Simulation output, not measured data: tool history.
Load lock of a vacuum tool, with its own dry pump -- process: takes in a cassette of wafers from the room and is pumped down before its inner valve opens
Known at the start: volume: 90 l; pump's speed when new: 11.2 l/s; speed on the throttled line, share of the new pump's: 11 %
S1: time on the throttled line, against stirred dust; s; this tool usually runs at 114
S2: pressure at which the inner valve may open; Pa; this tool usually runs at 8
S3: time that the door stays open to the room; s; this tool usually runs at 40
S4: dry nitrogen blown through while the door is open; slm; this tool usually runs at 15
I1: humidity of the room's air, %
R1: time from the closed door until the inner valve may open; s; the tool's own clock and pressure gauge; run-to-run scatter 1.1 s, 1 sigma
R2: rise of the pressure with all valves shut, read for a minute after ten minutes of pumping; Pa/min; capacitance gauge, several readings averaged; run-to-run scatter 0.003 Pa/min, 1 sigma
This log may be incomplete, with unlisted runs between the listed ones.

{"run": 1, "day": 0.0, "S1": 114, "S2": 8, "S3": 40, "S4": 15, "I1": 40.8, "R1": 180.5, "R2": 0.029}
{"run": 2, "day": 3.017, "S1": 65, "S2": 8, "S3": 40, "S4": 15, "I1": 45.4, "R1": 138.3, "R2": 0.027}
{"run": 3, "day": 5.604, "S1": 65, "S2": 8, "S3": 40, "S4": 15, "I1": 43.4, "R1": 139.5, "R2": 0.021}
{"run": 4, "day": 8.796, "S1": 65, "S2": 8, "S3": 40, "S4": 15, "I1": 46.3, "R1": 137.5, "R2": 0.03}
{"run": 5, "day": 12.742, "S1": 114, "S2": 8, "S3": 37, "S4": 15, "I1": 45.9, "R1": 182.9, "R2": 0.031}
{"run": 6, "day": 14.496, "S1": 114, "S2": 8, "S3": 40, "S4": 15, "I1": 48.0, "R1": 182.0, "R2": 0.03}
{"run": 7, "day": 17.775, "S1": 114, "S2": 8, "S3": 40, "S4": 15, "I1": 46.8, "R1": 183.9, "R2": 0.034}
{"run": 8, "day": 21.546, "S1": 114, "S2": 15, "S3": 40, "S4": 15, "I1": 45.3, "R1": 175.9, "R2": 0.024}
{"run": 9, "day": 23.792, "S1": 114, "S2": 8, "S3": 102, "S4": 15, "I1": 43.8, "R1": 181.4, "R2": 0.032}
{"run": 10, "day": 27.054, "S1": 114, "S2": 8, "S3": 27, "S4": 15, "I1": 42.2, "R1": 183.1, "R2": 0.032}
{"run": 11, "day": 29.479, "S1": 114, "S2": 8, "S3": 27, "S4": 15, "I1": 41.1, "R1": 182.6, "R2": 0.026}
{"run": 12, "day": 32.942, "S1": 142, "S2": 8, "S3": 51, "S4": 15, "I1": 43.7, "R1": 208.5, "R2": 0.036}
{"run": 13, "day": 35.675, "S1": 187, "S2": 14, "S3": 36, "S4": 18, "I1": 45.6, "R1": 243.7, "R2": 0.033}
{"run": 14, "day": 39.692, "S1": 187, "S2": 12, "S3": 36, "S4": 28, "I1": 44.7, "R1": 244.5, "R2": 0.027}
{"run": 15, "day": 42.279, "S1": 114, "S2": 7, "S3": 30, "S4": 9, "I1": 41.2, "R1": 184.7, "R2": 0.029}
{"run": 16, "day": 46.362, "S1": 114, "S2": 7, "S3": 30, "S4": 9, "I1": 44.1, "R1": 184.1, "R2": 0.032}
{"run": 17, "day": 48.092, "S1": 113, "S2": 8, "S3": 40, "S4": 10, "I1": 45.6, "R1": 181.5, "R2": 0.045}

4 ways to go on from here, each from the tool as it stands after run 17. What would each give?
{"run": "A", "day": 50.433, "S1": 113, "S2": 8, "S3": 61, "S4": 10, "I1": 41.8, "R1": "?", "R2": "?"}
{"run": "B", "day": 50.433, "S1": 114, "S2": 8, "S3": 40, "S4": 21, "I1": 47.3, "R1": "?", "R2": "?"}
{"run": "C", "day": 50.433, "S1": 57, "S2": 8, "S3": 28, "S4": 15, "I1": 44.3, "R1": "?", "R2": "?"}
{"run": "D", "day": 50.433, "S1": 74, "S2": 9, "S3": 48, "S4": 15, "I1": 46.5, "R1": "?", "R2": "?"}

run=A R1=182.6 R2=0.038
run=B R1=181.7 R2=0.029
run=C R1=132.6 R2=0.027
run=D R1=145.4 R2=0.033
Without the tool's unlogged condition, the same runs would have read:
run=A R1=178.4 R2=0.026
run=B R1=177.5 R2=0.016
run=C R1=127.8 R2=0.014
run=D R1=141.0 R2=0.020
